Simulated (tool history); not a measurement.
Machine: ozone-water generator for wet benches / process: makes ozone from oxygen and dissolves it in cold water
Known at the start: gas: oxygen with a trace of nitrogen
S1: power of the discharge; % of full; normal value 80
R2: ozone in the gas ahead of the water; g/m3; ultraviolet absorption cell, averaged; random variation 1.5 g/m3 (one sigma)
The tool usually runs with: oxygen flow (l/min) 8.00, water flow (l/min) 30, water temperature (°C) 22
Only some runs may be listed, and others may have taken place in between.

run 1 hour=0.0 | S1=80 oxygen_flow_(l/min)=8.00 water_flow_(l/min)=30 water_temperature_(°C)=22 | dissolved_ozone_(ppm)=17.5 R2=261.0
run 2 hour=39.2 | S1=80 oxygen_flow_(l/min)=8.00 water_flow_(l/min)=30 water_temperature_(°C)=22 | dissolved_ozone_(ppm)=17.9 R2=262.2
run 3 hour=70.4 | S1=80 oxygen_flow_(l/min)=8.00 water_flow_(l/min)=30 water_temperature_(°C)=22 | dissolved_ozone_(ppm)=17.8 R2=260.0
-- hour=109.4 contactor cleaned
run 4 hour=124.9 | S1=80 oxygen_flow_(l/min)=8.00 water_flow_(l/min)=30 water_temperature_(°C)=22 | dissolved_ozone_(ppm)=16.4 R2=261.0
run 5 hour=148.8 | S1=80 oxygen_flow_(l/min)=8.00 water_flow_(l/min)=30 water_temperature_(°C)=22 | dissolved_ozone_(ppm)=16.4 R2=259.1
run 6 hour=197.5 | S1=80 oxygen_flow_(l/min)=8.00 water_flow_(l/min)=30 water_temperature_(°C)=22 | dissolved_ozone_(ppm)=16.4 R2=260.8
-- hour=219.5 contactor cleaned, once more
run 7 hour=225.7 | S1=80 oxygen_flow_(l/min)=8.00 water_flow_(l/min)=30 water_temperature_(°C)=22 | dissolved_ozone_(ppm)=19.6 R2=259.0
run 8 hour=252.8 | S1=80 oxygen_flow_(l/min)=8.00 water_flow_(l/min)=30 water_temperature_(°C)=22 | dissolved_ozone_(ppm)=19.8 R2=257.3
run 9 hour=302.7 | S1=80 oxygen_flow_(l/min)=8.00 water_flow_(l/min)=30 water_temperature_(°C)=22 | dissolved_ozone_(ppm)=19.4 R2=257.6
run 10 hour=353.1 | S1=80 oxygen_flow_(l/min)=8.00 water_flow_(l/min)=30 water_temperature_(°C)=22 | dissolved_ozone_(ppm)=19.2 R2=255.0
run 11 hour=378.7 | S1=80 oxygen_flow_(l/min)=8.00 water_flow_(l/min)=30 water_temperature_(°C)=22 | dissolved_ozone_(ppm)=19.6 R2=255.2
run 12 hour=424.2 | S1=80 oxygen_flow_(l/min)=8.00 water_flow_(l/min)=30 water_temperature_(°C)=22 | dissolved_ozone_(ppm)=19.6 R2=257.7
run 13 hour=444.7 | S1=80 oxygen_flow_(l/min)=8.00 water_flow_(l/min)=30 water_temperature_(°C)=26 | dissolved_ozone_(ppm)=18.2 R2=256.7
run 14 hour=487.0 | S1=80 oxygen_flow_(l/min)=8.00 water_flow_(l/min)=24 water_temperature_(°C)=26 | dissolved_ozone_(ppm)=21.7 R2=255.5
run 15 hour=524.0 | S1=80 oxygen_flow_(l/min)=8.00 water_flow_(l/min)=24 water_temperature_(°C)=26 | dissolved_ozone_(ppm)=21.4 R2=255.2
run 16 hour=559.8 | S1=80 oxygen_flow_(l/min)=8.00 water_flow_(l/min)=24 water_temperature_(°C)=26 | dissolved_ozone_(ppm)=21.7 R2=253.8
run 17 hour=608.6 | S1=96 oxygen_flow_(l/min)=8.00 water_flow_(l/min)=26 water_temperature_(°C)=17 | dissolved_ozone_(ppm)=27.7 R2=292.5
run 18 hour=652.2 | S1=99 oxygen_flow_(l/min)=4.91 water_flow_(l/min)=26 water_temperature_(°C)=14 | dissolved_ozone_(ppm)=29.6 R2=410.9
run 19 hour=678.6 | S1=99 oxygen_flow_(l/min)=4.91 water_flow_(l/min)=26 water_temperature_(°C)=14 | dissolved_ozone_(ppm)=30.0 R2=413.9
run 20 hour=726.3 | S1=99 oxygen_flow_(l/min)=4.91 water_flow_(l/min)=26 water_temperature_(°C)=14 | dissolved_ozone_(ppm)=29.6 R2=413.2
run 21 hour=770.7 | S1=80 oxygen_flow_(l/min)=8.00 water_flow_(l/min)=30 water_temperature_(°C)=26 | dissolved_ozone_(ppm)=17.8 R2=251.8
run 22 hour=820.1 | S1=66 oxygen_flow_(l/min)=4.88 water_flow_(l/min)=20 water_temperature_(°C)=18 | dissolved_ozone_(ppm)=25.8 R2=295.9
run 23 hour=868.3 | S1=80 oxygen_flow_(l/min)=9.16 water_flow_(l/min)=29 water_temperature_(°C)=23 | dissolved_ozone_(ppm)=18.6 R2=228.0
run 24 hour=918.0 | S1=53 oxygen_flow_(l/min)=13.48 water_flow_(l/min)=19 water_temperature_(°C)=17 | dissolved_ozone_(ppm)=18.3 R2=127.1
run 25 hour=938.6 | S1=53 oxygen_flow_(l/min)=13.48 water_flow_(l/min)=19 water_temperature_(°C)=17 | dissolved_ozone_(ppm)=18.3 R2=127.6
run 26 hour=977.3 | S1=94 oxygen_flow_(l/min)=8.00 water_flow_(l/min)=38 water_temperature_(°C)=22 | dissolved_ozone_(ppm)=17.1 R2=284.6
run 27 hour=1002.2 | S1=94 oxygen_flow_(l/min)=8.00 water_flow_(l/min)=38 water_temperature_(°C)=22 | dissolved_ozone_(ppm)=17.2 R2=283.7
run 28 hour=1038.7 | S1=94 oxygen_flow_(l/min)=8.00 water_flow_(l/min)=38 water_temperature_(°C)=22 | dissolved_ozone_(ppm)=17.0 R2=284.0
run 29 hour=1061.3 | S1=65 oxygen_flow_(l/min)=8.10 water_flow_(l/min)=38 water_temperature_(°C)=14 | dissolved_ozone_(ppm)=13.9 R2=204.9
run 30 hour=1095.8 | S1=80 oxygen_flow_(l/min)=14.26 water_flow_(l/min)=23 water_temperature_(°C)=14 | dissolved_ozone_(ppm)=23.5 R2=171.4
run 31 hour=1144.9 | S1=80 oxygen_flow_(l/min)=4.54 water_flow_(l/min)=23 water_temperature_(°C)=21 | dissolved_ozone_(ppm)=24.9 R2=359.1
run 32 hour=1180.3 | S1=80 oxygen_flow_(l/min)=8.00 water_flow_(l/min)=30 water_temperature_(°C)=22 | dissolved_ozone_(ppm)=18.1 R2=247.2

Difference, measured minus no-hidden-state, one row per run. Run-to-run variation is common to both terms; the gauge's own scatter need not be:
Hidden state at play: yield of the discharge, % of new electrodes'; contactor's efficiency, % of a clean one's; true water temperature over the reading, C; drift of the gauge itself on ozone_ppm, %; drift of the gauge itself on gas_g_m3, %.
run=1 dissolved_ozone_(ppm)=-3.5 R2=-16.5
run=2 dissolved_ozone_(ppm)=-3.6 R2=-17.1
run=3 dissolved_ozone_(ppm)=-3.6 R2=-17.4
run=4 dissolved_ozone_(ppm)=-4.8 R2=-18.2
run=5 dissolved_ozone_(ppm)=-4.9 R2=-18.4
run=6 dissolved_ozone_(ppm)=-4.8 R2=-19.2
run=7 dissolved_ozone_(ppm)=-1.6 R2=-19.5
run=8 dissolved_ozone_(ppm)=-1.7 R2=-19.7
run=9 dissolved_ozone_(ppm)=-1.7 R2=-20.4
run=10 dissolved_ozone_(ppm)=-1.8 R2=-21.0
run=11 dissolved_ozone_(ppm)=-1.8 R2=-21.3
run=12 dissolved_ozone_(ppm)=-1.9 R2=-22.1
run=13 dissolved_ozone_(ppm)=-1.8 R2=-22.5
run=14 dissolved_ozone_(ppm)=-2.3 R2=-22.9
run=15 dissolved_ozone_(ppm)=-2.3 R2=-23.4
run=16 dissolved_ozone_(ppm)=-2.4 R2=-23.8
run=17 dissolved_ozone_(ppm)=-3.5 R2=-32.4
run=18 dissolved_ozone_(ppm)=-3.9 R2=-47.8
run=19 dissolved_ozone_(ppm)=-4.0 R2=-48.8
run=20 dissolved_ozone_(ppm)=-4.2 R2=-50.1
run=21 dissolved_ozone_(ppm)=-2.2 R2=-26.5
run=22 dissolved_ozone_(ppm)=-2.9 R2=-27.0
run=23 dissolved_ozone_(ppm)=-2.5 R2=-25.2
run=24 dissolved_ozone_(ppm)=-1.8 R2=-9.6
run=25 dissolved_ozone_(ppm)=-1.8 R2=-9.8
run=26 dissolved_ozone_(ppm)=-2.8 R2=-37.8
run=27 dissolved_ozone_(ppm)=-2.7 R2=-38.3
run=28 dissolved_ozone_(ppm)=-2.9 R2=-38.9
run=29 dissolved_ozone_(ppm)=-1.7 R2=-20.8
run=30 dissolved_ozone_(ppm)=-3.6 R2=-21.3
run=31 dissolved_ozone_(ppm)=-3.9 R2=-45.6
run=32 dissolved_ozone_(ppm)=-3.0 R2=-31.8
